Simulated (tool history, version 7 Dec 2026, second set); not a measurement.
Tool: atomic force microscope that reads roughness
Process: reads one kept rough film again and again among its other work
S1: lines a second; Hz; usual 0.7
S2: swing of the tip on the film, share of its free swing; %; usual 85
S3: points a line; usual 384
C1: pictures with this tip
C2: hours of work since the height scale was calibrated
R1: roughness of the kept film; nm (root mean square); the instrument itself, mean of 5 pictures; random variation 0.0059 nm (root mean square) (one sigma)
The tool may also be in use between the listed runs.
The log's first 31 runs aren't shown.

run,hour,S1,S2,S3,C1,C2,R1
32,281.6,2.006,59,280,25,338,1.087
33,289.8,2.006,59,280,36,342,1.066
34,297.2,1.395,89,649,47,346,0.957
35,303,1.085,68,384,55,349,1.071
36,313.7,0.848,68,797,70,354,1.072
37,319.5,0.7,85,282,78,357,0.994
38,328.1,0.759,86,348,90,361,0.981
39,334.2,2.745,55,296,99,364,1
40,346.4,0.81,85,384,116,370,0.956
41,356.7,0.7,80,298,130,375,0.957
42,368,0.7,80,298,146,381,0.951
43,376.9,1.706,87,549,159,386,0.839
44,382.2,1.706,87,397,166,388,0.819
45,389.6,2.234,57,388,177,392,0.941
46,397.8,2.234,57,388,188,396,0.934
# hour 400.8: new tip fitted
47,409,1.542,57,388,11,401,1.136
48,414.4,0.7,86,384,19,404,1.064
49,424.3,0.7,86,384,32,409,1.041
50,437.1,0.7,86,384,51,415,1.038
51,447.5,1.774,86,384,65,420,0.911
52,457,0.502,84,384,78,425,1.04

5 ways to go on from here, each from the tool as it stands after run 52. What would each give?
A,469.9,0.7,85,275,97,432,?
B,469.9,1.585,62,274,97,432,?
C,469.9,0.854,76,730,97,432,?
D,469.9,2.112,84,432,97,432,?
E,469.9,0.746,66,384,97,432,?

run,R1
A,0.971
B,1.002
C,1.014
D,0.862
E,1.03
Without the tool's hidden state the same runs would have given:
run,R1
A,1.073
B,1.106
C,1.12
D,0.952
E,1.138
